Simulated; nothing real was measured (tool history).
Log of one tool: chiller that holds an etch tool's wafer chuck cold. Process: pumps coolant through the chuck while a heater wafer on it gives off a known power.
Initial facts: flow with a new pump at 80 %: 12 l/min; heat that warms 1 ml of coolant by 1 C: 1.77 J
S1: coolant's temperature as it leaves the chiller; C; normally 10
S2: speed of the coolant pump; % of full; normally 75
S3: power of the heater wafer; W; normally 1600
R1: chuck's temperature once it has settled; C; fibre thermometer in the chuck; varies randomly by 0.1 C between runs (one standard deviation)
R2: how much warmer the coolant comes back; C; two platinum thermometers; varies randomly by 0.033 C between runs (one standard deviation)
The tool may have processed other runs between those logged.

| run | day | S1 | S2 | S3 | R1 | R2 |
|---|---|---|---|---|---|---|
| 1 | 0 | 10 | 75 | 1600 | 22.7 | 4.87 |
| 2 | 2.683 | 10 | 75 | 1600 | 22.8 | 4.84 |
| 3 | 4.396 | 10 | 75 | 1600 | 22.8 | 4.86 |
| 4 | 6.225 | 10 | 75 | 1456 | 21.6 | 4.46 |
| 5 | 8.896 | 10 | 75 | 1456 | 21.8 | 4.45 |
| 6 | 10.571 | 10 | 75 | 1456 | 21.8 | 4.47 |
| 7 | 13.467 | 10 | 75 | 1456 | 21.8 | 4.44 |
| 8 | 15.546 | 10 | 75 | 1456 | 21.9 | 4.45 |
| 9 | 18.212 | 10 | 75 | 1600 | 23 | 4.89 |
| 10 | 21.1 | 10 | 75 | 1060 | 18.9 | 3.22 |
| 11 | 23.904 | 10 | 75 | 1060 | 18.9 | 3.26 |
| 12 | 26.842 | 10 | 75 | 1060 | 19.2 | 3.26 |
| 13 | 28.696 | 10 | 75 | 1060 | 18.9 | 3.29 |
| 14 | 31.392 | 10 | 75 | 1060 | 18.8 | 3.31 |
| 15 | 33.067 | 10 | 75 | 1060 | 19.1 | 3.24 |
| 16 | 35.25 | 10 | 75 | 1060 | 19 | 3.25 |
| 17 | 37.008 | 17 | 75 | 984 | 25.4 | 3.06 |
| 18 | 38.992 | 17 | 75 | 984 | 25.6 | 2.99 |
| 19 | 41.012 | 8 | 75 | 1904 | 21.8 | 5.86 |
| 20 | 43.204 | 5 | 89 | 1600 | 15.7 | 4.16 |
| 21 | 45.679 | 5 | 89 | 1600 | 15.5 | 4.13 |
| 22 | 46.917 | 0 | 63 | 1902 | 15.6 | 7.02 |
| 23 | 49.758 | 10 | 78 | 1269 | 19.8 | 3.76 |
| 24 | 51.325 | 10 | 76 | 1600 | 22.1 | 4.87 |
| 25 | 53.567 | 4 | 74 | 1489 | 15.6 | 4.68 |
| 26 | 54.908 | 9 | 69 | 1698 | 22.5 | 5.68 |
| 27 | 57.208 | 2 | 63 | 1154 | 11.9 | 4.28 |
| 28 | 58.642 | 2 | 63 | 1154 | 12 | 4.24 |
| 29 | 61.112 | 2 | 63 | 1154 | 12 | 4.32 |
| 30 | 62.875 | 2 | 63 | 1154 | 10.8 | 4.34 |
| 31 | 65.046 | 12 | 74 | 1154 | 20.2 | 3.67 |

Put back what was entered between runs (3 entries, withheld): which listed runs does each sit between, and how does the hidden state differ from the listed run before to the listed run after?
In the gap between runs 18 and 19: coolant changed, channels flushed (day 40.142)
  heat passed by the chuck's channels, % of clean ones': 81.2 -> 99.4; flow at a given pump speed, % of a new pump's: 97.8 -> 97.7
  difference, measured minus the result without the unlogged condition, R1: +1.9 -> +0.8 C; R2: +0.06 -> +0.14 C
In the gap between runs 21 and 22: chiller's thermometer calibrated (day 45.933)
  heat passed by the chuck's channels, % of clean ones': 98.9 -> 98.8; coolant's true temperature over the reading, C: 0.61 -> 1.03
  difference, measured minus the result without the unlogged condition, R1: +0.8 -> +1.4 C; R2: +0.1 -> +0.18 C
In the gap between runs 29 and 30: chiller's thermometer calibrated, once more (day 61.917)
  heat passed by the chuck's channels, % of clean ones': 97.3 -> 97.2; flow at a given pump speed, % of a new pump's: 96.9 -> 96.8; coolant's true temperature over the reading, C: 1.1 -> 0.04
  difference, measured minus the result without the unlogged condition, R1: +1.4 -> +0.3 C; R2: +0.14 -> +0.13 C

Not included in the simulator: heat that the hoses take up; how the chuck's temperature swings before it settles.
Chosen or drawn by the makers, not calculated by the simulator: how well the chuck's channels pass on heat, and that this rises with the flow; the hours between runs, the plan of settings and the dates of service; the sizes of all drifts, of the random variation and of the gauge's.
